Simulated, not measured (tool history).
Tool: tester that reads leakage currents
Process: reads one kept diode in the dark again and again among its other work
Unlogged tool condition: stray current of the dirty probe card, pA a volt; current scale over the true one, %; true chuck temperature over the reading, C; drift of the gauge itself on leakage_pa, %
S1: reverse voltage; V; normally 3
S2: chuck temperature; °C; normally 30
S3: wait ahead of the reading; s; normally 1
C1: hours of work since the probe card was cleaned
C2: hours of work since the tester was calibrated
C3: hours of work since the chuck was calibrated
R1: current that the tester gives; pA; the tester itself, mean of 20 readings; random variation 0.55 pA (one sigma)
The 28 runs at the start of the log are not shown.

| run | day | S1 | S2 | S3 | C1 | C2 | C3 | R1 |
|---|---|---|---|---|---|---|---|---|
| 29 | 73.7 | 3 | 44 | 1 | 245 | 1275 | 1050 | 463.22 |
| 30 | 76.788 | 3 | 44 | 1 | 275 | 1306 | 1081 | 461.74 |
| 31 | 80.029 | 1.14 | 57 | 0.36 | 308 | 1338 | 1113 | 608.76 |
| 32 | 83 | 10.66 | 39 | 4.33 | 337 | 1368 | 1143 | 677.55 |
| 33 | 85.392 | 10.66 | 39 | 4.33 | 361 | 1392 | 1167 | 680.83 |
| 34 | 88.383 | 9.7 | 40 | 0.34 | 391 | 1422 | 1197 | 685.13 |
| 35 | 90.304 | 3.67 | 40 | 0.58 | 410 | 1441 | 1216 | 392.93 |
| 36 | 93.775 | 3.67 | 40 | 0.58 | 445 | 1476 | 1250 | 393.12 |
| 37 | 95.958 | 19.44 | 27 | 2.66 | 467 | 1497 | 1272 | 412.15 |
| 38 | 99.592 | 3.59 | 27 | 3.04 | 503 | 1534 | 1309 | 154.39 |
| 39 | 101.221 | 3 | 21 | 1.92 | 519 | 1550 | 1325 | 89.51 |
| 40 | 102.85 | 4.39 | 57 | 7.7 | 536 | 1566 | 1341 | 1290.22 |

What if the next run were any one of these 3? Each begins from the tool's condition after run 40:
| A | 105.042 | 7.06 | 30 | 1 | 557 | 1588 | 1363 | ? |
| B | 105.042 | 12.67 | 30 | 1 | 557 | 1588 | 1363 | ? |
| C | 105.042 | 1.5 | 57 | 0.41 | 557 | 1588 | 1363 | ? |

| run | R1 |
|---|---|
| A | 285.21 |
| B | 399.62 |
| C | 703.07 |
With no hidden state in the tool, these same runs would have given:
| run | R1 |
|---|---|
| A | 300.36 |
| B | 418.13 |
| C | 746.59 |

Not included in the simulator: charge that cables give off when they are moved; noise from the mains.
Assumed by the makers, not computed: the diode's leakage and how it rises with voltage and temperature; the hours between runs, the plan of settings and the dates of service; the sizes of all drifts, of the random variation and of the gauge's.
